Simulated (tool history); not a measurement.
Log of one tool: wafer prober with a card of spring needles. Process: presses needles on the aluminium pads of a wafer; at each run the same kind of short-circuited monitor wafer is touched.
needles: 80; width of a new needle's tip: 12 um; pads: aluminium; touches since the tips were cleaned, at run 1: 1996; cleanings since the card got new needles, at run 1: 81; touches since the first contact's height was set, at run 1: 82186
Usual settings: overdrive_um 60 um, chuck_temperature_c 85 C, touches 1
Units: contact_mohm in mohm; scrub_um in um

run,hour,overdrive_um,chuck_temperature_c,touches,touches since the tips were cleaned,cleanings since the card got new needles,touches since the first contact's height was set,contact_mohm,scrub_um
1,0.0,60,85,1,1996,81,82186,156,15.35
# hour 3.9: tips cleaned on abrasive film
# hour 9.0: height of the first contact set anew
2,14.5,60,85,1,2472,82,1315,160,14.85
# hour 17.1: tips cleaned on abrasive film
# hour 31.0: tips cleaned on abrasive film
# hour 43.8: tips cleaned on abrasive film
3,43.8,60,85,1,0,85,8225,121,14.76
# hour 56.6: tips cleaned on abrasive film
4,62.5,60,85,1,1414,86,12660,150,14.91
# hour 69.4: tips cleaned on abrasive film
5,75.8,60,85,1,1516,87,15795,151,14.81
# hour 81.6: tips cleaned on abrasive film
# hour 95.3: tips cleaned on abrasive film
6,106.3,60,85,1,2615,89,23015,168,14.82
# hour 109.3: tips cleaned on abrasive film
# hour 124.2: tips cleaned on abrasive film
7,132.6,60,85,1,1991,91,29237,161,14.66
# hour 137.3: tips cleaned on abrasive film
# hour 151.6: tips cleaned on abrasive film
8,155.7,60,85,1,972,93,34708,140,14.64
# hour 165.3: tips cleaned on abrasive film
9,173.2,60,85,1,1884,94,38858,166,14.65
# hour 178.1: tips cleaned on abrasive film
# hour 187.4: height of the first contact set anew, once more
# hour 191.4: tips cleaned on abrasive film
10,202.0,60,85,1,2530,96,3457,163,15.84
# hour 204.6: tips cleaned on abrasive film
# hour 217.8: tips cleaned on abrasive film
11,221.3,60,85,1,832,98,7998,135,15.87
# hour 230.7: tips cleaned on abrasive film
# hour 243.3: tips cleaned on abrasive film
12,243.3,60,85,1,0,100,13213,123,15.80
# hour 255.9: tips cleaned on abrasive film
# hour 269.5: tips cleaned on abrasive film
13,272.5,60,85,1,705,102,20107,131,15.81
# hour 283.5: tips cleaned on abrasive film
# hour 297.9: tips cleaned on abrasive film
14,303.9,60,85,1,1445,104,27559,152,15.68
# hour 310.5: tips cleaned on abrasive film
# hour 322.9: tips cleaned on abrasive film
15,331.2,60,48,1,1978,106,34007,158,15.58
# hour 336.3: tips cleaned on abrasive film
# hour 350.4: tips cleaned on abrasive film
# hour 363.0: tips cleaned on abrasive film
16,363.6,60,48,1,141,109,41651,123,15.64
# hour 375.2: tips cleaned on abrasive film
# hour 389.3: tips cleaned on abrasive film
17,394.0,72,85,1,1109,111,48859,134,18.78
# hour 402.7: tips cleaned on abrasive film
18,412.0,60,79,2,2217,112,53119,146,15.57
# hour 416.9: tips cleaned on abrasive film
# hour 429.9: tips cleaned on abrasive film
19,429.9,60,100,3,0,114,57354,123,15.42
# hour 444.9: tips cleaned on abrasive film
# hour 457.1: tips cleaned on abrasive film
20,460.1,60,69,1,715,116,64491,139,15.41
# hour 471.6: tips cleaned on abrasive film
# hour 485.7: tips cleaned on abrasive film
21,486.4,60,69,1,182,118,70730,127,15.50
# hour 498.2: tips cleaned on abrasive film
# hour 510.5: tips cleaned on abrasive film
22,510.5,48,50,1,19,120,76429,123,12.18
# hour 522.7: tips cleaned on abrasive film
23,527.2,48,77,3,1080,121,80378,138,12.09

The next listed run, before its measurement:
# hour 535.7: tips cleaned on abrasive film
# hour 542.4: height of the first contact set anew
# hour 549.7: tips cleaned on abrasive film
24,550.0,44,101,2,76,123,1786,?,?

{"run 24": {"contact_mohm": 133, "scrub_um": 11.63}}
Without the tool's hidden state the same run would have given contact_mohm 122 mohm, scrub_um 11.66 um.
